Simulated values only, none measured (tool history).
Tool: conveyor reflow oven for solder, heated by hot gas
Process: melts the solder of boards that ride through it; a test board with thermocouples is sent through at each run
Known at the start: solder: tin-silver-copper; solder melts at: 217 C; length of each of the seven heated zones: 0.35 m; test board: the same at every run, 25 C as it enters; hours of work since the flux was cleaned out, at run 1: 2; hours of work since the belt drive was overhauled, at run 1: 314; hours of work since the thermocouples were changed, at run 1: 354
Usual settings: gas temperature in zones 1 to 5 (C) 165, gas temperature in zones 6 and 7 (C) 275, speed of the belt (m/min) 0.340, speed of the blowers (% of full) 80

run	day	gas temperature in zones 1 to 5 (C)	gas temperature in zones 6 and 7 (C)	speed of the belt (m/min)	speed of the blowers (% of full)	hours of work since the flux was cleaned out	hours of work since the belt drive was overhauled	hours of work since the thermocouples were changed	highest temperature of the board (C)	time above the solder's melting point (s)
1	0.000	165	275	0.340	80	2	314	354	267.5	106.4
2	0.638	165	275	0.340	80	14	326	365	267.4	106.6
3	1.117	165	275	0.372	80	22	334	374	265.4	93.3
4	1.462	165	275	0.372	80	28	341	380	265.6	96.2
5	2.233	165	275	0.372	57	42	354	394	259.8	90.9
6	2.900	165	275	0.340	80	54	366	406	267.3	105.6
7	3.404	165	275	0.340	80	63	375	415	268.6	104.8
8	4.167	165	275	0.340	80	77	389	428	268.4	105.9
9	4.696	165	275	0.340	80	86	398	438	268.7	106.4
10	5.312	165	275	0.340	80	97	409	449	268.6	105.5
11	5.917	157	275	0.340	80	108	420	460	268.4	102.3
12	6.608	157	275	0.340	80	120	432	472	267.0	103.2
13	7.196	165	275	0.340	69	131	443	482	265.9	104.4
14	7.638	165	275	0.340	80	139	451	490	266.9	105.8
15	8.192	165	275	0.340	55	148	461	500	263.4	101.8
16	8.625	165	275	0.340	55	156	468	508	263.8	101.0
17	9.396	167	268	0.340	53	170	482	522	257.0	96.1
18	9.979	153	288	0.313	67	180	493	532	279.6	119.1
19	10.538	153	288	0.313	67	190	503	542	279.4	120.3
20	11.125	151	288	0.276	75	201	513	553	283.8	139.4
21	11.817	151	288	0.276	75	213	525	565	283.1	138.8
22	12.154	169	282	0.329	89	219	531	571	276.6	115.7
23	12.571	169	282	0.329	89	227	539	578	277.3	117.5
24	12.921	153	282	0.283	61	233	545	585	275.4	127.9
25	13.254	172	285	0.323	73	239	551	591	278.5	122.8
26	13.925	165	275	0.340	54	251	563	603	263.0	102.4
27	14.346	165	275	0.340	54	258	571	610	263.2	101.1

3 ways to go on from here, each from the tool as it stands after run 27. What would each give?
A	14.746	166	271	0.340	54	265	578	617	?	?
B	14.746	165	269	0.340	84	265	578	617	?	?
C	14.746	177	275	0.340	80	265	578	617	?	?

run	highest temperature of the board (C)	time above the solder's melting point (s)
A	259.6	98.4
B	261.9	101.8
C	269.7	113.4
Without the tool's hidden state the same runs would have given:
run	highest temperature of the board (C)	time above the solder's melting point (s)
A	258.6	96.7
B	261.0	100.8
C	268.7	111.9
